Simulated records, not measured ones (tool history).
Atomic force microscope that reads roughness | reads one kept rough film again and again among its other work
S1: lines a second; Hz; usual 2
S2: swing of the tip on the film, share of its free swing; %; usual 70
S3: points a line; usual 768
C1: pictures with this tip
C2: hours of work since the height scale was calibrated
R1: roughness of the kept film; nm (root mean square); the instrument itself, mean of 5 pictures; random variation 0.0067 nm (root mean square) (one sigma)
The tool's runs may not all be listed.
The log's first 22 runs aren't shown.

{"run": 23, "day": 9.729, "S1": 2, "S2": 70, "S3": 648, "C1": 72, "C2": 155, "R1": 1.351}
{"run": 24, "day": 10.35, "S1": 2, "S2": 70, "S3": 648, "C1": 92, "C2": 164, "R1": 1.343}
{"run": 25, "day": 10.975, "S1": 2, "S2": 70, "S3": 648, "C1": 114, "C2": 173, "R1": 1.344}
{"run": 26, "day": 11.5, "S1": 2, "S2": 70, "S3": 648, "C1": 131, "C2": 181, "R1": 1.349}
{"day": 11.879, "done": "new tip fitted"}
{"run": 27, "day": 12.121, "S1": 2, "S2": 70, "S3": 648, "C1": 9, "C2": 189, "R1": 1.355}
{"run": 28, "day": 12.721, "S1": 2, "S2": 70, "S3": 648, "C1": 29, "C2": 198, "R1": 1.349}
{"run": 29, "day": 13.221, "S1": 3.99, "S2": 70, "S3": 637, "C1": 46, "C2": 205, "R1": 1.25}
{"run": 30, "day": 13.842, "S1": 2, "S2": 70, "S3": 260, "C1": 67, "C2": 214, "R1": 1.324}
{"run": 31, "day": 14.246, "S1": 0.63, "S2": 80, "S3": 392, "C1": 80, "C2": 220, "R1": 1.394}
{"run": 32, "day": 14.821, "S1": 0.63, "S2": 80, "S3": 392, "C1": 100, "C2": 229, "R1": 1.395}
{"run": 33, "day": 15.3, "S1": 0.63, "S2": 80, "S3": 392, "C1": 116, "C2": 236, "R1": 1.395}
{"run": 34, "day": 15.808, "S1": 0.63, "S2": 80, "S3": 392, "C1": 133, "C2": 243, "R1": 1.39}
{"day": 16.15, "done": "new tip fitted"}
{"run": 35, "day": 16.362, "S1": 0.63, "S2": 80, "S3": 392, "C1": 7, "C2": 251, "R1": 1.393}
{"run": 36, "day": 16.933, "S1": 2, "S2": 62, "S3": 680, "C1": 26, "C2": 259, "R1": 1.405}
{"run": 37, "day": 17.492, "S1": 1.06, "S2": 75, "S3": 361, "C1": 45, "C2": 267, "R1": 1.367}
{"run": 38, "day": 17.796, "S1": 1.06, "S2": 63, "S3": 361, "C1": 56, "C2": 272, "R1": 1.426}
{"run": 39, "day": 18.296, "S1": 1.08, "S2": 63, "S3": 582, "C1": 72, "C2": 279, "R1": 1.423}
{"run": 40, "day": 18.9, "S1": 0.6, "S2": 88, "S3": 582, "C1": 93, "C2": 288, "R1": 1.38}
{"run": 41, "day": 19.4, "S1": 2, "S2": 70, "S3": 272, "C1": 110, "C2": 295, "R1": 1.331}
{"run": 42, "day": 19.746, "S1": 2, "S2": 63, "S3": 689, "C1": 121, "C2": 300, "R1": 1.385}
{"run": 43, "day": 20.288, "S1": 2, "S2": 63, "S3": 689, "C1": 140, "C2": 308, "R1": 1.387}
{"day": 20.417, "done": "new tip fitted"}
{"run": 44, "day": 20.988, "S1": 0.89, "S2": 83, "S3": 768, "C1": 20, "C2": 318, "R1": 1.369}

4 ways to go on from here, each from the tool as it stands after run 44. What would each give?
{"run": "A", "day": 21.612, "S1": 0.54, "S2": 83, "S3": 696, "C1": 41, "C2": 327, "R1": "?"}
{"run": "B", "day": 21.612, "S1": 3.99, "S2": 70, "S3": 768, "C1": 41, "C2": 327, "R1": "?"}
{"run": "C", "day": 21.612, "S1": 2.97, "S2": 70, "S3": 768, "C1": 41, "C2": 327, "R1": "?"}
{"run": "D", "day": 21.612, "S1": 0.5, "S2": 60, "S3": 575, "C1": 41, "C2": 327, "R1": "?"}

run=A R1=1.399
run=B R1=1.249
run=C R1=1.303
run=D R1=1.451
Without the tool's hidden state the same runs would have given:
run=A R1=1.401
run=B R1=1.251
run=C R1=1.305
run=D R1=1.453
